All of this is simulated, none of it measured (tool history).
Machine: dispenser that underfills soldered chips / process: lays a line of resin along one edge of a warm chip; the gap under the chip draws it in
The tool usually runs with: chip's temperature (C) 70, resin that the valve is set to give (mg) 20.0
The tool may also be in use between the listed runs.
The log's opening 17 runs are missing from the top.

run	hour	chip's temperature (C)	resin that the valve is set to give (mg)	time until the resin shows at the far edge (s)	resin that the valve gave (mg)
18	196.2	68	21.1	146.7	20.98
# hour 199.2: new syringe of resin
19	208.5	69	20.0	134.1	19.50
# hour 214.0: new syringe of resin
20	217.5	83	20.5	73.3	19.92
# hour 229.3: new syringe of resin
21	232.2	70	18.0	105.2	17.29
22	240.9	80	20.1	103.8	19.14
# hour 243.6: new syringe of resin
# hour 248.0: dispensing valve cleaned and set on the balance
23	252.0	80	20.1	92.6	20.05
# hour 259.5: new syringe of resin
24	265.5	80	20.1	86.3	19.85
# hour 274.0: new syringe of resin
25	279.3	81	20.0	83.8	19.68
26	286.7	81	18.3	107.0	18.07
# hour 288.2: new syringe of resin
27	297.7	84	20.0	85.3	19.18
# hour 303.1: new syringe of resin
28	311.0	64	20.4	149.7	19.61
# hour 317.5: new syringe of resin
# hour 323.4: dispensing valve cleaned and set on the balance
29	326.6	63	17.1	155.9	16.99
# hour 332.7: new syringe of resin
30	333.2	61	20.7	126.1	20.60
# hour 347.7: new syringe of resin
31	347.7	61	20.7	126.8	20.43
32	360.4	74	23.2	125.1	22.85

Consider 3 possible next runs. They are alternatives, not a sequence: every one starts from the tool as it was left by run 32. What does each give?
# hour 363.0: new syringe of resin
A	371.8	74	17.6	?	?
# hour 363.0: new syringe of resin
B	371.8	62	23.2	?	?
# hour 363.0: new syringe of resin
C	371.8	68	23.2	?	?

run	time until the resin shows at the far edge (s)	resin that the valve gave (mg)
A	114.0	17.12
B	158.6	22.55
C	130.3	22.60
Without the tool's hidden state the same runs would have given:
run	time until the resin shows at the far edge (s)	resin that the valve gave (mg)
A	90.3	17.60
B	126.5	23.18
C	103.7	23.23

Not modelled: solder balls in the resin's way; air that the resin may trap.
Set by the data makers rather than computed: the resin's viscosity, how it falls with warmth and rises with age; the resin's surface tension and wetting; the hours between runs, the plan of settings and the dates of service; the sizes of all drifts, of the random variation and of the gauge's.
